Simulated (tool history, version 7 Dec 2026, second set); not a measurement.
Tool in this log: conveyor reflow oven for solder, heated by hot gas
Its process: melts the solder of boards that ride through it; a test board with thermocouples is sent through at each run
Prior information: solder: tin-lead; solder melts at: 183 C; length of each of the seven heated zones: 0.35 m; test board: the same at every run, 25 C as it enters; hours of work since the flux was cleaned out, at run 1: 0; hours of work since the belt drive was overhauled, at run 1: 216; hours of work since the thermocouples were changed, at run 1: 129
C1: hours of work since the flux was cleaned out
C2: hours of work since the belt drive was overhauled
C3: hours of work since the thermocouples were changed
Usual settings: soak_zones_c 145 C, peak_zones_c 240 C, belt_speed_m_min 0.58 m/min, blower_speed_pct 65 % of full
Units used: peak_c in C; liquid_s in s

Run 1, day 0: usual settings; C1 0; C2 216; C3 129. Result: peak_c 225.6 C, liquid_s 62.7 s.
Run 2, day 2.954: usual settings; C1 42; C2 258; C3 171. Result: peak_c 225.7 C, liquid_s 62.8 s.
Run 3, day 4.746: usual settings; C1 67; C2 283; C3 196. Result: peak_c 225.5 C, liquid_s 61.9 s.
Run 4, day 7.454: usual settings but blower_speed_pct 85 % of full; C1 106; C2 322; C3 235. Result: peak_c 228.8 C, liquid_s 64.8 s.
Run 5, day 9.296: usual settings but blower_speed_pct 85 % of full; C1 132; C2 348; C3 261. Result: peak_c 228.8 C, liquid_s 64.4 s.
Run 6, day 11.142: usual settings but blower_speed_pct 85 % of full; C1 158; C2 374; C3 287. Result: peak_c 229.1 C, liquid_s 64.9 s.
Run 7, day 12.946: usual settings but blower_speed_pct 85 % of full; C1 184; C2 400; C3 313. Result: peak_c 229.1 C, liquid_s 64 s.
Run 8, day 15.575: usual settings but blower_speed_pct 85 % of full; C1 221; C2 437; C3 350. Result: peak_c 227.8 C, liquid_s 64.8 s.
Run 9, day 16.833: usual settings but blower_speed_pct 55 % of full; C1 239; C2 455; C3 368. Result: peak_c 220.6 C, liquid_s 59.3 s.
Run 10, day 18.283: usual settings but belt_speed_m_min 0.544 m/min; C1 260; C2 476; C3 389. Result: peak_c 226.5 C, liquid_s 67 s.
Run 11, day 20.629: usual settings but belt_speed_m_min 0.544 m/min; C1 293; C2 509; C3 422. Result: peak_c 225.7 C, liquid_s 66.4 s.
Run 12, day 22.146: usual settings but belt_speed_m_min 0.544 m/min; C1 315; C2 530; C3 444. Result: peak_c 226.2 C, liquid_s 66.8 s.
Run 13, day 24.771: usual settings but soak_zones_c 148 C, belt_speed_m_min 0.544 m/min, blower_speed_pct 72 % of full; C1 352; C2 568; C3 481. Result: peak_c 227 C, liquid_s 68.9 s.
Run 14, day 27.517: usual settings but soak_zones_c 155 C, peak_zones_c 246 C, belt_speed_m_min 0.668 m/min, blower_speed_pct 72 % of full; C1 391; C2 607; C3 520. Result: peak_c 226.6 C, liquid_s 58.8 s.
Run 15, day 29.808: usual settings but soak_zones_c 152 C, peak_zones_c 228 C, belt_speed_m_min 0.499 m/min, blower_speed_pct 75 % of full; C1 424; C2 639; C3 553. Result: peak_c 217.9 C, liquid_s 71.9 s.
Run 16, day 31.108: usual settings but soak_zones_c 152 C, peak_zones_c 228 C, belt_speed_m_min 0.499 m/min, blower_speed_pct 75 % of full; C1 442; C2 658; C3 571. Result: peak_c 217.5 C, liquid_s 71.9 s.
At day 32.808: flux residue cleaned out of gas plates and filters.
Run 17, day 33.85: usual settings but soak_zones_c 152 C, peak_zones_c 233 C, belt_speed_m_min 0.464 m/min, blower_speed_pct 75 % of full; C1 15; C2 694; C3 607. Result: peak_c 225.1 C, liquid_s 82.9 s.
Run 18, day 35.167: usual settings but soak_zones_c 152 C, peak_zones_c 233 C, belt_speed_m_min 0.464 m/min, blower_speed_pct 75 % of full; C1 34; C2 713; C3 626. Result: peak_c 224.7 C, liquid_s 82.5 s.
At day 35.946: belt drive overhauled, speed set with a stopwatch.
Run 19, day 37.771: usual settings but soak_zones_c 148 C, peak_zones_c 238 C, belt_speed_m_min 0.621 m/min, blower_speed_pct 53 % of full; C1 68; C2 26; C3 660. Result: peak_c 216.8 C, liquid_s 53.1 s.
Run 20, day 39.358: usual settings but belt_speed_m_min 0.692 m/min, blower_speed_pct 67 % of full; C1 91; C2 48; C3 683. Result: peak_c 218.1 C, liquid_s 47.9 s.
Run 21, day 41.004: usual settings but soak_zones_c 141 C, belt_speed_m_min 0.586 m/min; C1 114; C2 72; C3 706. Result: peak_c 222.7 C, liquid_s 58.6 s.
Run 22, day 43.192: usual settings but soak_zones_c 150 C; C1 145; C2 103; C3 737. Result: peak_c 224.2 C, liquid_s 63.3 s.
At day 44.929: thermocouples of zones 6 and 7 changed.
Run 23, day 45.833: usual settings but soak_zones_c 150 C; C1 182; C2 139; C3 13. Result: peak_c 225.4 C, liquid_s 64.2 s.
Run 24, day 48.196: usual settings but peak_zones_c 231 C, belt_speed_m_min 0.475 m/min; C1 215; C2 173; C3 46. Result: peak_c 222.2 C, liquid_s 74.7 s.

A few steps of peak_c between consecutive runs. Split each: what settings, incoming material and random variation would produce without the hidden state, and what is left over for the hidden state, along with gauge scatter present in only one of the two compared results (measured, and without hidden state):
What the log doesn't record here: heat that the gas passes to the board, % of a clean oven's; belt's true speed, % of the reading; true gas temperature in zones 6 and 7 over the reading, C; drift of the gauge itself on peak_c, C; drift of the gauge itself on liquid_s, %.
Run 14 -> 15: soak_zones_c 155 -> 152, peak_zones_c 246 -> 228, belt_speed_m_min 0.668 -> 0.499, blower_speed_pct 72 -> 75. peak_c -8.7 C: hidden state +0.5, all else -9.2.
Run 16 -> 17: peak_zones_c 228 -> 233, belt_speed_m_min 0.499 -> 0.464, flux residue cleaned out of gas plates and filters. peak_c +7.6 C: hidden state +1.3, all else +6.3.
Run 18 -> 19: soak_zones_c 152 -> 148, peak_zones_c 233 -> 238, belt_speed_m_min 0.464 -> 0.621, blower_speed_pct 75 -> 53, belt drive overhauled, speed set with a stopwatch. peak_c -7.9 C: hidden state -0.2, all else -7.7.
Run 22 -> 23: thermocouples of zones 6 and 7 changed. peak_c +1.2 C: hidden state +1.9, all else -0.7.

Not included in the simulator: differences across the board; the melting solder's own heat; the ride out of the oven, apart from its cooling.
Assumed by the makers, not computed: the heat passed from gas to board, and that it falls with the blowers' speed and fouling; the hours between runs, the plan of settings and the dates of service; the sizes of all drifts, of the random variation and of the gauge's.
